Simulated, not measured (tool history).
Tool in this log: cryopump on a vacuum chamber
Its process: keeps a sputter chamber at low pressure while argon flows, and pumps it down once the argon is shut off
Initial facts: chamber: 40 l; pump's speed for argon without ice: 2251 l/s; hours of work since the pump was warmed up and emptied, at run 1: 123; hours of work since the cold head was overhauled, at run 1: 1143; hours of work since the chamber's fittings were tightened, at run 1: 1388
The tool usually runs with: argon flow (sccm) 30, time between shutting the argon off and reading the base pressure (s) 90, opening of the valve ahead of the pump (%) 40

run    hour  argon flow (sccm)  time between shutting the argon off and reading the base pressure (s)  opening of the valve ahead of the pump (%)  hours of work since the pump was warmed up and emptied  hours of work since the cold head was overhauled  hours of work since the chamber's fittings were tightened  pressure while argon flows (Pa)  pressure after the wait (uPa)
  1     0.0                 30                                                                     90                                          40                                                     123                                              1143                                                       1388                           0.0583                           1.42
  2    70.9                 30                                                                     90                                          16                                                     174                                              1195                                                       1439                           0.1414                           1.40
  3   136.8                 30                                                                     90                                          16                                                     222                                              1242                                                       1487                           0.1432                           1.47
  4   182.1                 30                                                                     39                                          40                                                     254                                              1275                                                       1520                           0.0587                           2.14
  5   253.5                 30                                                                     90                                          40                                                     306                                              1327                                                       1571                           0.0576                           1.56
  6   287.6                 30                                                                     90                                          40                                                     331                                              1351                                                       1596                           0.0594                           1.58
  7   348.9                 30                                                                     63                                          40                                                     375                                              1396                                                       1640                           0.0599                           1.80
  8   392.4                 30                                                                    249                                          40                                                     406                                              1427                                                       1672                           0.0590                           1.35
  9   440.8                 30                                                                    249                                          40                                                     441                                              1462                                                       1707                           0.0602                           1.44
      480.6  -- pump warmed up, emptied and cooled again
 10   497.2                 30                                                                    249                                          40                                                      12                                              1499                                                       1744                           0.0559                           1.19
 11   570.4                 30                                                                    249                                          40                                                      65                                              1552                                                       1797                           0.0574                           1.25
 12   624.1                 30                                                                     53                                          40                                                     104                                              1591                                                       1836                           0.0572                           1.97
 13   674.1                 30                                                                     90                                          27                                                     140                                              1627                                                       1872                           0.0847                           1.68
 14   736.1                 30                                                                    164                                          27                                                     185                                              1672                                                       1917                           0.0846                           1.49
 15   788.1                 30                                                                    164                                          27                                                     222                                              1710                                                       1954                           0.0857                           1.48
 16   835.7                 30                                                                    164                                          27                                                     257                                              1744                                                       1989                           0.0861                           1.58
 17   875.4                 30                                                                     20                                          27                                                     286                                              1773                                                       2017                           0.0858                           3.57
 18   936.0                 30                                                                     60                                          32                                                     329                                              1817                                                       2061                           0.0738                           1.98
 19   994.3                 30                                                                     60                                          32                                                     372                                              1859                                                       2104                           0.0741                           2.12
 20  1055.8                 49                                                                     90                                          24                                                     416                                              1904                                                       2148                           0.1582                           1.86
 21  1119.0                 49                                                                     90                                          24                                                     462                                              1949                                                       2194                           0.1600                           1.89
     1130.5  -- pump warmed up, emptied and cooled again
 22  1172.2                 14                                                                     98                                          20                                                      30                                              1984                                                       2229                           0.0525                           1.87
 23  1251.9                 14                                                                     98                                          20                                                      88                                              2042                                                       2286                           0.0522                           1.81
 24  1325.9                 14                                                                     98                                          20                                                     141                                              2095                                                       2340                           0.0526                           1.87
 25  1372.2                 30                                                                     90                                          33                                                     175                                              2129                                                       2373                           0.0693                           1.92
 26  1419.2                 21                                                                     74                                          29                                                     209                                              2163                                                       2407                           0.0555                           2.11
 27  1475.2                 30                                                                     43                                          23                                                     249                                              2203                                                       2448                           0.1009                           2.54
 28  1555.2                 45                                                                     90                                          21                                                     307                                              2261                                                       2506                           0.1647                           2.12
 29  1599.1                 42                                                                     90                                          18                                                     339                                              2293                                                       2537                           0.1805                           2.12
 30  1677.3                 59                                                                    210                                          40                                                     396                                              2350                                                       2594                           0.1171                           1.90
 31  1746.5                 59                                                                    210                                          40                                                     446                                              2400                                                       2644                           0.1186                           1.99
     1777.6  -- pump warmed up, emptied and cooled again
 32  1812.3                 29                                                                    176                                          40                                                      25                                              2444                                                       2688                           0.0557                           1.81
 33  1877.3                 17                                                                     90                                          40                                                      72                                              2491                                                       2735                           0.0329                           2.12

4 options for the next run, each taken on its own from the tool as it stands now. Forecast them:
  A  1920.7                 17                                                                     90                                          17                                                     104                                              2522                                                       2766                                ?                              ?
  B  1920.7                 15                                                                     68                                          24                                                     104                                              2522                                                       2766                                ?                              ?
  C  1920.7                 51                                                                    257                                          16                                                     104                                              2522                                                       2766                                ?                              ?
  D  1920.7                 29                                                                     90                                          44                                                     104                                              2522                                                       2766                                ?                              ?

run  pressure while argon flows (Pa)  pressure after the wait (uPa)
  A                           0.0756                           2.07
  B                           0.0471                           2.35
  C                           0.2409                           1.81
  D                           0.0509                           2.18
With the hidden condition removed and each run's random variation left untouched, the same runs would have given:
run  pressure while argon flows (Pa)  pressure after the wait (uPa)
  A                           0.0748                           0.61
  B                           0.0464                           0.82
  C                           0.2386                           0.31
  D                           0.0496                           0.66
